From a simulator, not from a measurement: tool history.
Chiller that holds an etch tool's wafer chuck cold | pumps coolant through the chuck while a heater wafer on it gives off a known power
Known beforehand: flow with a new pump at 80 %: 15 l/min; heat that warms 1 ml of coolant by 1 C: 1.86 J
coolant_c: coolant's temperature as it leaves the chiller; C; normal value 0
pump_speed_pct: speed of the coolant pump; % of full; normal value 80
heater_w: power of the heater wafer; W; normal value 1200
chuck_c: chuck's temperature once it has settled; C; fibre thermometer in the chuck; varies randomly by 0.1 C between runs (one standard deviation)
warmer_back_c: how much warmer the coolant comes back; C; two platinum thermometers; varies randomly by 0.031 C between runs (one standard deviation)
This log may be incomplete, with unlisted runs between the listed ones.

{"run": 1, "hour": 0.0, "coolant_c": 0, "pump_speed_pct": 80, "heater_w": 1200, "chuck_c": 9.5, "warmer_back_c": 2.61}
{"run": 2, "hour": 32.4, "coolant_c": 0, "pump_speed_pct": 80, "heater_w": 1200, "chuck_c": 9.6, "warmer_back_c": 2.6}
{"run": 3, "hour": 56.4, "coolant_c": 0, "pump_speed_pct": 80, "heater_w": 1200, "chuck_c": 9.8, "warmer_back_c": 2.55}
{"run": 4, "hour": 90.3, "coolant_c": 0, "pump_speed_pct": 80, "heater_w": 1200, "chuck_c": 9.7, "warmer_back_c": 2.53}
{"run": 5, "hour": 121.6, "coolant_c": 0, "pump_speed_pct": 80, "heater_w": 1200, "chuck_c": 9.5, "warmer_back_c": 2.54}
{"run": 6, "hour": 137.5, "coolant_c": 0, "pump_speed_pct": 80, "heater_w": 1200, "chuck_c": 9.6, "warmer_back_c": 2.56}
{"run": 7, "hour": 154.8, "coolant_c": 10, "pump_speed_pct": 80, "heater_w": 1200, "chuck_c": 19.6, "warmer_back_c": 2.48}
{"run": 8, "hour": 183.3, "coolant_c": 10, "pump_speed_pct": 80, "heater_w": 1200, "chuck_c": 19.6, "warmer_back_c": 2.54}
{"run": 9, "hour": 200.5, "coolant_c": 10, "pump_speed_pct": 80, "heater_w": 1200, "chuck_c": 19.6, "warmer_back_c": 2.55}
{"run": 10, "hour": 218.4, "coolant_c": 0, "pump_speed_pct": 80, "heater_w": 1200, "chuck_c": 9.7, "warmer_back_c": 2.48}
{"run": 11, "hour": 252.0, "coolant_c": 0, "pump_speed_pct": 80, "heater_w": 1200, "chuck_c": 9.7, "warmer_back_c": 2.51}
{"run": 12, "hour": 282.1, "coolant_c": 0, "pump_speed_pct": 80, "heater_w": 1200, "chuck_c": 9.6, "warmer_back_c": 2.51}
{"run": 13, "hour": 301.3, "coolant_c": 0, "pump_speed_pct": 80, "heater_w": 1200, "chuck_c": 9.5, "warmer_back_c": 2.54}
{"run": 14, "hour": 330.8, "coolant_c": 0, "pump_speed_pct": 80, "heater_w": 1200, "chuck_c": 9.6, "warmer_back_c": 2.46}
{"run": 15, "hour": 358.0, "coolant_c": 0, "pump_speed_pct": 80, "heater_w": 1200, "chuck_c": 9.4, "warmer_back_c": 2.4}
{"run": 16, "hour": 384.3, "coolant_c": 0, "pump_speed_pct": 80, "heater_w": 833, "chuck_c": 6.7, "warmer_back_c": 1.61}
{"run": 17, "hour": 402.6, "coolant_c": 0, "pump_speed_pct": 80, "heater_w": 833, "chuck_c": 6.8, "warmer_back_c": 1.65}
{"run": 18, "hour": 428.0, "coolant_c": 0, "pump_speed_pct": 82, "heater_w": 886, "chuck_c": 6.9, "warmer_back_c": 1.77}
{"run": 19, "hour": 459.0, "coolant_c": -9, "pump_speed_pct": 63, "heater_w": 1059, "chuck_c": 1.5, "warmer_back_c": 2.8}
{"run": 20, "hour": 491.3, "coolant_c": -9, "pump_speed_pct": 85, "heater_w": 899, "chuck_c": -2.3, "warmer_back_c": 1.65}
{"run": 21, "hour": 514.3, "coolant_c": -9, "pump_speed_pct": 85, "heater_w": 899, "chuck_c": -2.3, "warmer_back_c": 1.7}
{"run": 22, "hour": 537.6, "coolant_c": 2, "pump_speed_pct": 85, "heater_w": 899, "chuck_c": 8.9, "warmer_back_c": 1.64}
{"run": 23, "hour": 565.4, "coolant_c": 2, "pump_speed_pct": 85, "heater_w": 899, "chuck_c": 8.9, "warmer_back_c": 1.64}
{"run": 24, "hour": 593.5, "coolant_c": -9, "pump_speed_pct": 60, "heater_w": 1490, "chuck_c": 6.2, "warmer_back_c": 4.19}
{"run": 25, "hour": 626.9, "coolant_c": -9, "pump_speed_pct": 60, "heater_w": 949, "chuck_c": 0.6, "warmer_back_c": 2.67}
{"run": 26, "hour": 659.5, "coolant_c": -10, "pump_speed_pct": 84, "heater_w": 1082, "chuck_c": -1.9, "warmer_back_c": 1.97}
{"run": 27, "hour": 687.9, "coolant_c": -1, "pump_speed_pct": 100, "heater_w": 860, "chuck_c": 4.5, "warmer_back_c": 1.21}
{"run": 28, "hour": 707.4, "coolant_c": 0, "pump_speed_pct": 80, "heater_w": 1101, "chuck_c": 8.7, "warmer_back_c": 2.13}
{"run": 29, "hour": 731.3, "coolant_c": 0, "pump_speed_pct": 80, "heater_w": 1101, "chuck_c": 8.8, "warmer_back_c": 2.09}
{"run": 30, "hour": 762.5, "coolant_c": 0, "pump_speed_pct": 73, "heater_w": 1361, "chuck_c": 11.6, "warmer_back_c": 3.01}
{"run": 31, "hour": 777.0, "coolant_c": 10, "pump_speed_pct": 96, "heater_w": 891, "chuck_c": 16, "warmer_back_c": 1.29}
{"run": 32, "hour": 795.9, "coolant_c": 10, "pump_speed_pct": 96, "heater_w": 891, "chuck_c": 16.2, "warmer_back_c": 1.29}

Forecast each of these 4 alternatives for the next run:
{"hour": 797.6, "done": "gauge calibrated"}
{"run": "A", "hour": 824.9, "coolant_c": -6, "pump_speed_pct": 96, "heater_w": 891, "chuck_c": "?", "warmer_back_c": "?"}
{"hour": 797.6, "done": "gauge calibrated"}
{"run": "B", "hour": 824.9, "coolant_c": 0, "pump_speed_pct": 98, "heater_w": 834, "chuck_c": "?", "warmer_back_c": "?"}
{"hour": 797.6, "done": "gauge calibrated"}
{"run": "C", "hour": 824.9, "coolant_c": 10, "pump_speed_pct": 93, "heater_w": 891, "chuck_c": "?", "warmer_back_c": "?"}
{"hour": 797.6, "done": "gauge calibrated"}
{"run": "D", "hour": 824.9, "coolant_c": -6, "pump_speed_pct": 96, "heater_w": 1352, "chuck_c": "?", "warmer_back_c": "?"}

run=A chuck_c=0.1 warmer_back_c=1.59
run=B chuck_c=5.6 warmer_back_c=1.44
run=C chuck_c=16.3 warmer_back_c=1.6
run=D chuck_c=3.5 warmer_back_c=2.36
Without the tool's hidden state the same runs would have given:
run=A chuck_c=0.1 warmer_back_c=1.6
run=B chuck_c=5.6 warmer_back_c=1.45
run=C chuck_c=16.3 warmer_back_c=1.61
run=D chuck_c=3.5 warmer_back_c=2.37

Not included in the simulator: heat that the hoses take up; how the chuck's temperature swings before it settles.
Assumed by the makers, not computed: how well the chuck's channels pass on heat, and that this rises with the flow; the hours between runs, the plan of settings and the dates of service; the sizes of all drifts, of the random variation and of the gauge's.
